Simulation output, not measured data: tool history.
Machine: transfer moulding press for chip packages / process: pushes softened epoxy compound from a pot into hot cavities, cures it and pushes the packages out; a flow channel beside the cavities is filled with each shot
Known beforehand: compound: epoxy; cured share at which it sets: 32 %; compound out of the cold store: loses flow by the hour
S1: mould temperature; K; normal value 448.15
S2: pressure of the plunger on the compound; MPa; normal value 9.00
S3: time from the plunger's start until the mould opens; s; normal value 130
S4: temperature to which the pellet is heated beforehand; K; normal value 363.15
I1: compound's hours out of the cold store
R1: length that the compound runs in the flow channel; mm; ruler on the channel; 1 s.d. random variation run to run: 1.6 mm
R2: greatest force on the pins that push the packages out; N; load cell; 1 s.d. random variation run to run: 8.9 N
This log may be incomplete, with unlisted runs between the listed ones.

run 1 hour=0.0 | S1=448.15 S2=9.00 S3=130 S4=363.15 | I1=24.0 | R1=631 R2=410
-- hour=25.1 plunger's sealing rings changed
run 2 hour=53.8 | S1=448.15 S2=9.00 S3=130 S4=363.15 | I1=18.0 | R1=661 R2=669
-- hour=64.9 mould's thermocouples calibrated
run 3 hour=88.7 | S1=448.15 S2=9.64 S3=130 S4=363.15 | I1=25.7 | R1=668 R2=791
run 4 hour=136.1 | S1=448.15 S2=9.64 S3=130 S4=363.15 | I1=43.2 | R1=641 R2=818
-- hour=140.7 cavities cleaned with cleaning compound and waxed
run 5 hour=177.1 | S1=446.15 S2=9.00 S3=130 S4=363.15 | I1=46.4 | R1=617 R2=656
run 6 hour=201.8 | S1=446.15 S2=9.00 S3=130 S4=363.15 | I1=45.0 | R1=617 R2=778
run 7 hour=227.9 | S1=448.15 S2=9.00 S3=130 S4=363.15 | I1=41.9 | R1=615 R2=793
run 8 hour=256.4 | S1=448.15 S2=9.00 S3=130 S4=363.15 | I1=46.1 | R1=608 R2=843
-- hour=277.3 cavities cleaned with cleaning compound and waxed
run 9 hour=281.2 | S1=448.15 S2=9.00 S3=130 S4=363.15 | I1=33.1 | R1=627 R2=435
run 10 hour=315.8 | S1=448.15 S2=9.00 S3=130 S4=363.15 | I1=33.0 | R1=623 R2=640
run 11 hour=354.5 | S1=448.15 S2=9.00 S3=130 S4=363.15 | I1=45.1 | R1=603 R2=753
run 12 hour=377.9 | S1=442.15 S2=9.00 S3=130 S4=363.15 | I1=19.1 | R1=666 R2=1172
-- hour=412.9 cavities cleaned with cleaning compound and waxed
run 13 hour=426.3 | S1=442.15 S2=9.00 S3=130 S4=363.15 | I1=17.4 | R1=664 R2=729
run 14 hour=469.4 | S1=442.15 S2=9.00 S3=130 S4=363.15 | I1=43.0 | R1=623 R2=971
run 15 hour=512.0 | S1=455.15 S2=9.00 S3=120 S4=363.15 | I1=41.7 | R1=583 R2=694
run 16 hour=543.1 | S1=455.15 S2=8.77 S3=120 S4=359.15 | I1=37.3 | R1=583 R2=759
-- hour=549.4 cavities cleaned with cleaning compound and waxed
-- hour=571.4 plunger's sealing rings changed
run 17 hour=603.2 | S1=455.15 S2=8.77 S3=120 S4=359.15 | I1=9.6 | R1=645 R2=615
-- hour=616.2 mould's thermocouples calibrated
run 18 hour=638.2 | S1=446.15 S2=8.76 S3=167 S4=355.15 | I1=33.9 | R1=631 R2=679
run 19 hour=686.9 | S1=452.15 S2=9.22 S3=138 S4=363.15 | I1=29.1 | R1=632 R2=721
-- hour=691.7 cavities cleaned with cleaning compound and waxed
run 20 hour=738.2 | S1=448.15 S2=9.88 S3=141 S4=369.15 | I1=33.5 | R1=653 R2=606
run 21 hour=794.4 | S1=448.15 S2=8.10 S3=125 S4=369.15 | I1=44.8 | R1=576 R2=806
-- hour=830.0 cavities cleaned with cleaning compound and waxed
run 22 hour=842.2 | S1=448.15 S2=8.10 S3=125 S4=369.15 | I1=17.6 | R1=617 R2=506
run 23 hour=884.5 | S1=454.15 S2=9.00 S3=130 S4=363.15 | I1=42.7 | R1=593 R2=598
run 24 hour=912.8 | S1=452.15 S2=9.00 S3=118 S4=363.15 | I1=8.3 | R1=650 R2=763
run 25 hour=954.7 | S1=452.15 S2=9.00 S3=118 S4=363.15 | I1=22.1 | R1=625 R2=816
-- hour=969.6 cavities cleaned with cleaning compound and waxed
run 26 hour=1004.2 | S1=448.15 S2=9.00 S3=114 S4=363.15 | I1=8.6 | R1=657 R2=776

What does the tool deliver on the next run?
run 27 hour=1045.8 | S1=442.15 S2=10.73 S3=130 S4=363.15 | I1=25.5 | R1=? R2=?

Run 27 produced R1 711 mm, R2 1088 N.
Without the tool's hidden state the same run would have given R1 733 mm, R2 565 N.
